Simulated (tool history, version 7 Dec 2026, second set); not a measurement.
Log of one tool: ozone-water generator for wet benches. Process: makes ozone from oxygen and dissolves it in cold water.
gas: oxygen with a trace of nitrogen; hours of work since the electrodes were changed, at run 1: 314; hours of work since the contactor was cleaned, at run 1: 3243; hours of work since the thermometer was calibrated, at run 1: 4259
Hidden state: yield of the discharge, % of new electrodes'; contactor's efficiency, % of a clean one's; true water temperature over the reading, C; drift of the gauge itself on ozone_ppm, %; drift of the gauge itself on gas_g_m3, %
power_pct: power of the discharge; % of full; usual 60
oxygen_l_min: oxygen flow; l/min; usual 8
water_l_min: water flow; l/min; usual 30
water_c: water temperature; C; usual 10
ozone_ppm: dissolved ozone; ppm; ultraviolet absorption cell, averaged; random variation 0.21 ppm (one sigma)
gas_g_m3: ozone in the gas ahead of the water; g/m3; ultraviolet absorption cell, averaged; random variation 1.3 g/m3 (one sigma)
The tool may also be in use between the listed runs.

run   hour  power_pct  oxygen_l_min  water_l_min  water_c  hours of work since the electrodes were changed  hours of work since the contactor was cleaned  hours of work since the thermometer was calibrated  ozone_ppm  gas_g_m3
  1      0         60             8           30       10                                              314                                           3243                                                4259       29.9     244.9
  2   29.2         60             8           30       10                                              339                                           3268                                                4285         30     244.8
  3   49.5         60             8           30       10                                              356                                           3286                                                4302       30.2       245
  4   82.4         60             8           30       10                                              384                                           3314                                                4330       30.2     244.6
  5  106.9         60             8           19       10                                              405                                           3335                                                4351       42.8     243.7
  6  143.5         60             8           19       10                                              437                                           3367                                                4383       43.6     243.5
  7  175.3         60             8           30       14                                              464                                           3394                                                4410       28.3     243.8
  8  201.3         60             8           30       10                                              486                                           3416                                                4432         30     244.6
  9  221.4         40             8           30       10                                              504                                           3433                                                4450       22.5     185.8
 10  251.6         60             8           30       10                                              530                                           3459                                                4475       29.7     241.9
 11  284.1         60             8           42       10                                              557                                           3487                                                4503       21.5     242.9
 12  319.6         60             8           42       10                                              588                                           3518                                                4534       21.4     245.3
 13    358         60             8           42       10                                              621                                           3551                                                4567       21.3       240
 14  379.4         60             8           30       10                                              639                                           3569                                                4585       29.6       243
 15  400.4         60             8           30        8                                              657                                           3587                                                4603       30.4     241.6
 16  433.1         60             8           30       10                                              685                                           3615                                                4631       29.6     243.6
 17  469.1         60             8           30       18                                              716                                           3646                                                4662       26.6     241.4
 18  500.3         60           5.1           27       18                                              743                                           3673                                                4689       27.9     298.2
 19  528.7         87           5.1           27       15                                              767                                           3697                                                4713       36.4     384.1
 20  550.7         60             8           26       10                                              786                                           3716                                                4732       33.2     243.4
 21  592.5         45             8           26        8                                              822                                           3752                                                4768       28.1     201.5
 22  612.6         45             8           26        8                                              839                                           3769                                                4785       28.6     199.5
 23  640.1         60             8           30        5                                              863                                           3793                                                4809       31.1       243
 24  660.7         60             8           30        5                                              881                                           3811                                                4827       30.9     242.9
 25  701.5         60             8           19        9                                              916                                           3846                                                4862       43.3     240.8
 26  720.7         60             8           19        9                                              932                                           3862                                                4878       43.1     241.6
 27  742.7         60          7.54           26        6                                              951                                           3881                                                4897       34.9     248.4
 28    770         46         13.71           19       10                                              975                                           3904                                                4920       34.3     156.5
 29  791.6         46         13.71           19       10                                              993                                           3923                                                4939       34.4     156.2
 30  829.8         46         13.71           19       10                                             1026                                           3956                                                4972       34.5     155.6
 31  873.1         59           4.3           19       10                                             1063                                           3993                                                5009       39.5     314.8
 32  893.8         45         10.26           35       16                                             1081                                           4011                                                5027       19.9     175.2

The same runs without the tool's hidden state, with the same run-to-run variation:
run  ozone_ppm  gas_g_m3
  1       31.5     246.7
  2       31.6     246.8
  3       31.8     247.2
  4       31.9       247
  5       44.7     246.2
  6       45.6     246.3
  7         30     246.7
  8       31.7     247.7
  9       23.8     187.5
 10       31.5     245.2
 11       23.1     246.5
 12       22.9     249.1
 13       22.9       244
 14       31.5     247.1
 15       32.4     245.8
 16       31.6     248.1
 17       28.4     246.1
 18       29.8     304.2
 19         39     394.4
 20       35.5     248.6
 21       29.9       205
 22       30.4       203
 23       33.4     248.7
 24       33.2     248.7
 25       46.1     246.9
 26       45.9     247.8
 27       37.5     254.8
 28       36.4     159.8
 29       36.5     159.6
 30       36.7     159.1
 31       42.2       324
 32       21.6     179.3

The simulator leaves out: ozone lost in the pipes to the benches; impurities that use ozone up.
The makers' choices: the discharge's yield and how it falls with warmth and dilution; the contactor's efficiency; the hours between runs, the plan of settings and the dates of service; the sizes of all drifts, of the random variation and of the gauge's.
